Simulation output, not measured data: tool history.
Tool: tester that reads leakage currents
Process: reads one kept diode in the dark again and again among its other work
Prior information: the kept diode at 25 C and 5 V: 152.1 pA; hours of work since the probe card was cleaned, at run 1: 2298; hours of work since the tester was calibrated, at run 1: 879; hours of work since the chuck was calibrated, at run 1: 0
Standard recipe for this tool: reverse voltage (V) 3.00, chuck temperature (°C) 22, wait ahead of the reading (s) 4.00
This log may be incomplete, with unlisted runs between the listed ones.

run    hour  reverse voltage (V)  chuck temperature (°C)  wait ahead of the reading (s)  hours of work since the probe card was cleaned  hours of work since the tester was calibrated  hours of work since the chuck was calibrated  current that the tester gives (pA)
  1     0.0                 3.00                      22                           4.00                                            2298                                            879                                             0                              101.49
  2   168.5                 3.00                      22                           1.02                                            2425                                           1007                                           127                              101.40
  3   310.3                 3.00                      22                           1.02                                            2533                                           1114                                           235                              101.26
  4   470.0                 3.00                      26                           1.02                                            2654                                           1235                                           355                              135.57
  5   644.4                 3.00                      26                           1.02                                            2785                                           1367                                           487                              135.96
  6   812.0                 3.00                      22                           0.40                                            2912                                           1493                                           614                              100.88
  7   910.9                 3.00                      20                           1.49                                            2987                                           1568                                           689                               85.97
  8  1021.7                 3.00                      20                           1.49                                            3071                                           1652                                           773                               85.40
     1098.1  -- probe card cleaned and baked
  9  1100.4                 3.00                      20                           1.49                                               2                                           1709                                           830                               76.74
 10  1257.3                 1.42                      37                           1.49                                             120                                           1828                                           949                              206.21

4 ways to go on from here, each from the tool as it stands after run 10. What would each give?
  A  1439.0                 3.00                      22                           3.72                                             258                                           1965                                          1086                                   ?
  B  1439.0                 5.79                      27                           4.00                                             258                                           1965                                          1086                                   ?
  C  1439.0                16.59                      50                           5.09                                             258                                           1965                                          1086                                   ?
  D  1439.0                 2.65                      22                           4.00                                             258                                           1965                                          1086                                   ?

run  current that the tester gives (pA)
  A                               89.19
  B                              180.63
  C                             1597.81
  D                               84.32
Stripped of hidden state, with their random variation kept, the same runs would have yielded:
run  current that the tester gives (pA)
  A                               94.70
  B                              191.40
  C                             1686.16
  D                               89.57
